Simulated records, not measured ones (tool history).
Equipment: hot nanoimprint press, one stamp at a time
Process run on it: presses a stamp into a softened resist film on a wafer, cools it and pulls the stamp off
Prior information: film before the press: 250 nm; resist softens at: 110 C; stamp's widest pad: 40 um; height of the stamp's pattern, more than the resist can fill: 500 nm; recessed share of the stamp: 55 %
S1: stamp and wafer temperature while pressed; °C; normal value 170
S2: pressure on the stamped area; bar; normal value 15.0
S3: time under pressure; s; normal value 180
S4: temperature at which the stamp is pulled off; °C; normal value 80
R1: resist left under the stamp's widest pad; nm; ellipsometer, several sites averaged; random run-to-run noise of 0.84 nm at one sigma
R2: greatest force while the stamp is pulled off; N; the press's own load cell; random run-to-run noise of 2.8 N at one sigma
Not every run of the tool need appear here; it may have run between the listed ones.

run,hour,S1,S2,S3,S4,R1,R2
1,0.0,170,15.0,180,80,112.8,139
2,17.3,170,19.4,180,80,97.3,144
3,35.5,170,15.0,180,80,112.7,141
# hour 54.0: plate thermocouple calibrated
4,54.6,170,15.0,180,80,113.3,146
5,74.4,170,15.0,180,80,112.1,139
6,90.3,170,15.0,180,80,112.5,145
7,101.1,170,15.0,180,84,112.7,131
8,111.5,170,15.0,180,84,113.6,135
# hour 130.3: stamp cleaned and given a new release coat
9,137.9,170,15.0,180,84,113.2,134
10,150.6,170,15.0,180,84,111.6,136
11,164.5,171,15.0,110,80,127.5,141

For run 12, what comes out?
12,184.8,171,15.0,110,80,?,?

R1: 127.0 nm
R2: 139 N
The same run, on a tool lacking any hidden state, would have yielded R1 127.1 nm, R2 139 N.
